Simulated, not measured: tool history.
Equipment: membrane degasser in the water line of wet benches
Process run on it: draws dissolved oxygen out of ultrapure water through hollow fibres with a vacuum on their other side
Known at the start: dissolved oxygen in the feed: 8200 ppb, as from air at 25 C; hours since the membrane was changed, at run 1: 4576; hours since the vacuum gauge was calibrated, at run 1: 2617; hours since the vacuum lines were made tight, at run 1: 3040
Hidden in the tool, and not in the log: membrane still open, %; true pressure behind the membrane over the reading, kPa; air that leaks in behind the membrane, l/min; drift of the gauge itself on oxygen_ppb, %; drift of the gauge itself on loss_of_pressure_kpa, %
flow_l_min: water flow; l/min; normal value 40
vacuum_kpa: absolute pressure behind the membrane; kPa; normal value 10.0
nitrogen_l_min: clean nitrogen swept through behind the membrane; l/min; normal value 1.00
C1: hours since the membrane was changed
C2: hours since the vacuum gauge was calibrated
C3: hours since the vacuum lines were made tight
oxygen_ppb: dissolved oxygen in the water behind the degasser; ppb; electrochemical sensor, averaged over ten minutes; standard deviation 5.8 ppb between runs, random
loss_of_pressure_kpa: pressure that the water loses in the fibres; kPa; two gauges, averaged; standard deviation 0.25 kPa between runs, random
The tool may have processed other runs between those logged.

Run 1, hour 0.0: usual settings; C1 4576; C2 2617; C3 3040. Result: oxygen_ppb 641.1 ppb, loss_of_pressure_kpa 72.16 kPa.
Run 2, hour 57.2: usual settings; C1 4633; C2 2674; C3 3097. Result: oxygen_ppb 637.7 ppb, loss_of_pressure_kpa 72.59 kPa.
Run 3, hour 160.9: usual settings; C1 4737; C2 2777; C3 3201. Result: oxygen_ppb 640.6 ppb, loss_of_pressure_kpa 72.49 kPa.
Run 4, hour 240.7: usual settings; C1 4817; C2 2857; C3 3281. Result: oxygen_ppb 630.9 ppb, loss_of_pressure_kpa 72.66 kPa.
Run 5, hour 360.9: usual settings; C1 4937; C2 2978; C3 3401. Result: oxygen_ppb 652.5 ppb, loss_of_pressure_kpa 72.66 kPa.
Run 6, hour 453.5: usual settings but nitrogen_l_min 1.45 l/min; C1 5030; C2 3070; C3 3494. Result: oxygen_ppb 498.6 ppb, loss_of_pressure_kpa 72.40 kPa.
Run 7, hour 585.1: usual settings; C1 5161; C2 3202; C3 3625. Result: oxygen_ppb 641.2 ppb, loss_of_pressure_kpa 72.85 kPa.
Run 8, hour 652.7: usual settings; C1 5229; C2 3269; C3 3693. Result: oxygen_ppb 641.3 ppb, loss_of_pressure_kpa 73.16 kPa.
Run 9, hour 743.8: usual settings; C1 5320; C2 3360; C3 3784. Result: oxygen_ppb 639.1 ppb, loss_of_pressure_kpa 73.22 kPa.
Run 10, hour 836.7: usual settings; C1 5413; C2 3453; C3 3877. Result: oxygen_ppb 646.8 ppb, loss_of_pressure_kpa 73.33 kPa.
Run 11, hour 950.7: usual settings; C1 5527; C2 3567; C3 3991. Result: oxygen_ppb 627.0 ppb, loss_of_pressure_kpa 73.56 kPa.
Run 12, hour 1010.2: usual settings; C1 5586; C2 3627; C3 4050. Result: oxygen_ppb 647.1 ppb, loss_of_pressure_kpa 74.09 kPa.
Run 13, hour 1108.0: usual settings; C1 5684; C2 3725; C3 4148. Result: oxygen_ppb 653.6 ppb, loss_of_pressure_kpa 73.98 kPa.
Run 14, hour 1215.3: usual settings; C1 5791; C2 3832; C3 4255. Result: oxygen_ppb 652.5 ppb, loss_of_pressure_kpa 73.76 kPa.
Run 15, hour 1307.8: usual settings but flow_l_min 45 l/min, nitrogen_l_min 0.50 l/min; C1 5884; C2 3924; C3 4348. Result: oxygen_ppb 1064.6 ppb, loss_of_pressure_kpa 83.07 kPa.
At hour 1319.5: vacuum gauge calibrated.
Run 16, hour 1373.8: usual settings but flow_l_min 45 l/min, nitrogen_l_min 0.50 l/min; C1 5949; C2 54; C3 4413. Result: oxygen_ppb 1114.9 ppb, loss_of_pressure_kpa 83.42 kPa.
Run 17, hour 1488.2: usual settings but flow_l_min 44 l/min, nitrogen_l_min 1.24 l/min; C1 6064; C2 169; C3 4528. Result: oxygen_ppb 631.5 ppb, loss_of_pressure_kpa 81.46 kPa.
Run 18, hour 1617.2: usual settings but flow_l_min 44 l/min, nitrogen_l_min 1.24 l/min; C1 6193; C2 298; C3 4657. Result: oxygen_ppb 642.9 ppb, loss_of_pressure_kpa 81.62 kPa.
Run 19, hour 1683.1: usual settings but flow_l_min 26 l/min, vacuum_kpa 14.1 kPa; C1 6259; C2 364; C3 4723. Result: oxygen_ppb 665.9 ppb, loss_of_pressure_kpa 48.72 kPa.
At hour 1709.5: vacuum gauge calibrated, once more.
Run 20, hour 1790.6: usual settings but flow_l_min 24 l/min, vacuum_kpa 21.0 kPa, nitrogen_l_min 0.82 l/min; C1 6366; C2 81; C3 4830. Result: oxygen_ppb 1054.9 ppb, loss_of_pressure_kpa 44.76 kPa.
At hour 1902.1: seals of the vacuum lines changed.
Run 21, hour 1912.9: usual settings but flow_l_min 33 l/min, vacuum_kpa 10.3 kPa; C1 6486; C2 201; C3 11. Result: oxygen_ppb 546.5 ppb, loss_of_pressure_kpa 62.10 kPa.
Run 22, hour 1977.6: usual settings but flow_l_min 33 l/min, vacuum_kpa 10.3 kPa; C1 6551; C2 266; C3 76. Result: oxygen_ppb 551.9 ppb, loss_of_pressure_kpa 61.39 kPa.
Run 23, hour 2082.8: usual settings but flow_l_min 26 l/min, vacuum_kpa 6.2 kPa, nitrogen_l_min 1.18 l/min; C1 6656; C2 371; C3 181. Result: oxygen_ppb 205.0 ppb, loss_of_pressure_kpa 48.66 kPa.
Run 24, hour 2158.2: usual settings but flow_l_min 26 l/min, vacuum_kpa 6.2 kPa, nitrogen_l_min 1.18 l/min; C1 6731; C2 447; C3 256. Result: oxygen_ppb 205.0 ppb, loss_of_pressure_kpa 48.79 kPa.
Run 25, hour 2259.2: usual settings but flow_l_min 56 l/min, vacuum_kpa 20.8 kPa; C1 6832; C2 548; C3 357. Result: oxygen_ppb 1689.5 ppb, loss_of_pressure_kpa 105.56 kPa.
Run 26, hour 2380.7: usual settings but flow_l_min 37 l/min, vacuum_kpa 9.8 kPa, nitrogen_l_min 1.85 l/min; C1 6954; C2 669; C3 479. Result: oxygen_ppb 382.0 ppb, loss_of_pressure_kpa 69.40 kPa.
Run 27, hour 2491.3: usual settings but flow_l_min 37 l/min, vacuum_kpa 12.3 kPa, nitrogen_l_min 1.85 l/min; C1 7064; C2 780; C3 589. Result: oxygen_ppb 494.8 ppb, loss_of_pressure_kpa 69.54 kPa.
Run 28, hour 2623.8: usual settings but flow_l_min 37 l/min, vacuum_kpa 12.3 kPa, nitrogen_l_min 1.85 l/min; C1 7197; C2 912; C3 722. Result: oxygen_ppb 489.1 ppb, loss_of_pressure_kpa 70.07 kPa.

What if the next run were any one of these 5? Each begins from the tool's condition after run 28:
Run A, hour 2745.6: usual settings but flow_l_min 58 l/min, nitrogen_l_min 0.82 l/min; C1 7319; C2 1034; C3 844. Result: oxygen_ppb ?, loss_of_pressure_kpa ?.
Run B, hour 2745.6: usual settings but flow_l_min 52 l/min, vacuum_kpa 20.3 kPa, nitrogen_l_min 1.81 l/min; C1 7319; C2 1034; C3 844. Result: oxygen_ppb ?, loss_of_pressure_kpa ?.
Run C, hour 2745.6: usual settings but flow_l_min 37 l/min, vacuum_kpa 20.3 kPa, nitrogen_l_min 0.54 l/min; C1 7319; C2 1034; C3 844. Result: oxygen_ppb ?, loss_of_pressure_kpa ?.
Run D, hour 2745.6: usual settings but flow_l_min 30 l/min, vacuum_kpa 12.3 kPa, nitrogen_l_min 1.40 l/min; C1 7319; C2 1034; C3 844. Result: oxygen_ppb ?, loss_of_pressure_kpa ?.
Run E, hour 2745.6: usual settings but flow_l_min 39 l/min, vacuum_kpa 7.6 kPa, nitrogen_l_min 0.56 l/min; C1 7319; C2 1034; C3 844. Result: oxygen_ppb ?, loss_of_pressure_kpa ?.

run  oxygen_ppb  loss_of_pressure_kpa
  A       959.8                110.22
  B      1102.1                 99.21
  C      1790.3                 70.32
  D       485.6                 56.98
  E       617.7                 74.08
The same runs, with their run-to-run variation unchanged, on a tool lacking any hidden condition would have given:
run  oxygen_ppb  loss_of_pressure_kpa
  A       886.0                 97.16
  B      1040.0                 87.47
  C      1753.7                 62.01
  D       447.5                 50.23
  E       564.6                 65.29
